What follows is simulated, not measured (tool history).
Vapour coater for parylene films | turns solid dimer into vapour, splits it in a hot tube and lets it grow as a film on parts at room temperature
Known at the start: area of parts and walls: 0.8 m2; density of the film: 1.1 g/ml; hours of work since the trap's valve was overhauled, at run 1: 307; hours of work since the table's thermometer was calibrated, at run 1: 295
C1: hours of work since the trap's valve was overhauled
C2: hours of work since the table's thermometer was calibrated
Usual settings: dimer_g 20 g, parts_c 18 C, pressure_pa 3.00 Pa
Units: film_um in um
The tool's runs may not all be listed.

{"run": 1, "hour": 0.0, "dimer_g": 20, "parts_c": 18, "pressure_pa": 3.0, "C1": 307, "C2": 295, "film_um": 13.48}
{"run": 2, "hour": 26.0, "dimer_g": 35, "parts_c": 18, "pressure_pa": 3.0, "C1": 318, "C2": 305, "film_um": 23.92}
{"run": 3, "hour": 42.2, "dimer_g": 20, "parts_c": 18, "pressure_pa": 3.0, "C1": 325, "C2": 312, "film_um": 13.7}
{"run": 4, "hour": 55.4, "dimer_g": 34, "parts_c": 18, "pressure_pa": 3.0, "C1": 330, "C2": 317, "film_um": 23.08}
{"run": 5, "hour": 70.3, "dimer_g": 34, "parts_c": 18, "pressure_pa": 3.0, "C1": 336, "C2": 323, "film_um": 23.19}
{"run": 6, "hour": 91.2, "dimer_g": 20, "parts_c": 18, "pressure_pa": 7.02, "C1": 345, "C2": 332, "film_um": 12.95}
{"run": 7, "hour": 110.5, "dimer_g": 20, "parts_c": 18, "pressure_pa": 7.02, "C1": 353, "C2": 340, "film_um": 13.08}
{"run": 8, "hour": 135.2, "dimer_g": 20, "parts_c": 18, "pressure_pa": 7.02, "C1": 363, "C2": 350, "film_um": 12.88}
{"run": 9, "hour": 147.5, "dimer_g": 20, "parts_c": 21, "pressure_pa": 3.0, "C1": 368, "C2": 355, "film_um": 12.19}
{"run": 10, "hour": 159.0, "dimer_g": 20, "parts_c": 18, "pressure_pa": 3.0, "C1": 372, "C2": 359, "film_um": 13.53}
{"run": 11, "hour": 176.7, "dimer_g": 20, "parts_c": 18, "pressure_pa": 3.0, "C1": 380, "C2": 367, "film_um": 13.51}
{"run": 12, "hour": 198.7, "dimer_g": 20, "parts_c": 18, "pressure_pa": 3.0, "C1": 388, "C2": 376, "film_um": 13.48}
{"run": 13, "hour": 223.2, "dimer_g": 20, "parts_c": 18, "pressure_pa": 3.0, "C1": 399, "C2": 386, "film_um": 13.42}
{"run": 14, "hour": 236.3, "dimer_g": 20, "parts_c": 18, "pressure_pa": 3.0, "C1": 404, "C2": 391, "film_um": 13.44}
{"run": 15, "hour": 253.6, "dimer_g": 20, "parts_c": 18, "pressure_pa": 3.0, "C1": 411, "C2": 398, "film_um": 13.28}
{"run": 16, "hour": 269.2, "dimer_g": 20, "parts_c": 18, "pressure_pa": 3.0, "C1": 417, "C2": 404, "film_um": 13.42}
{"run": 17, "hour": 290.6, "dimer_g": 20, "parts_c": 18, "pressure_pa": 3.0, "C1": 426, "C2": 413, "film_um": 13.33}
{"run": 18, "hour": 302.7, "dimer_g": 20, "parts_c": 12, "pressure_pa": 3.0, "C1": 431, "C2": 418, "film_um": 16.65}
{"run": 19, "hour": 315.2, "dimer_g": 20, "parts_c": 18, "pressure_pa": 3.0, "C1": 436, "C2": 423, "film_um": 13.43}
{"run": 20, "hour": 328.2, "dimer_g": 20, "parts_c": 18, "pressure_pa": 3.0, "C1": 441, "C2": 428, "film_um": 13.36}
{"run": 21, "hour": 351.6, "dimer_g": 20, "parts_c": 18, "pressure_pa": 3.0, "C1": 451, "C2": 438, "film_um": 13.35}
{"run": 22, "hour": 372.3, "dimer_g": 14, "parts_c": 18, "pressure_pa": 3.0, "C1": 459, "C2": 446, "film_um": 9.38}
{"run": 23, "hour": 393.8, "dimer_g": 20, "parts_c": 18, "pressure_pa": 3.0, "C1": 468, "C2": 455, "film_um": 13.36}
{"run": 24, "hour": 411.3, "dimer_g": 20, "parts_c": 27, "pressure_pa": 2.15, "C1": 475, "C2": 462, "film_um": 9.79}
{"run": 25, "hour": 422.5, "dimer_g": 20, "parts_c": 18, "pressure_pa": 6.9, "C1": 480, "C2": 467, "film_um": 12.64}
{"run": 26, "hour": 439.8, "dimer_g": 20, "parts_c": 18, "pressure_pa": 6.9, "C1": 487, "C2": 474, "film_um": 12.79}
{"run": 27, "hour": 450.7, "dimer_g": 20, "parts_c": 18, "pressure_pa": 6.9, "C1": 491, "C2": 479, "film_um": 12.7}
{"run": 28, "hour": 468.9, "dimer_g": 20, "parts_c": 16, "pressure_pa": 2.2, "C1": 499, "C2": 486, "film_um": 14.49}
{"run": 29, "hour": 487.2, "dimer_g": 31, "parts_c": 17, "pressure_pa": 4.63, "C1": 506, "C2": 493, "film_um": 20.87}
{"run": 30, "hour": 509.1, "dimer_g": 19, "parts_c": 18, "pressure_pa": 4.16, "C1": 515, "C2": 502, "film_um": 12.29}

Forecast run 31:
{"run": 31, "hour": 532.0, "dimer_g": 19, "parts_c": 18, "pressure_pa": 4.16, "C1": 525, "C2": 512, "film_um": "?"}

film_um: 12.28 um
Without the tool's hidden state the same run would have given film_um 13.32 um.
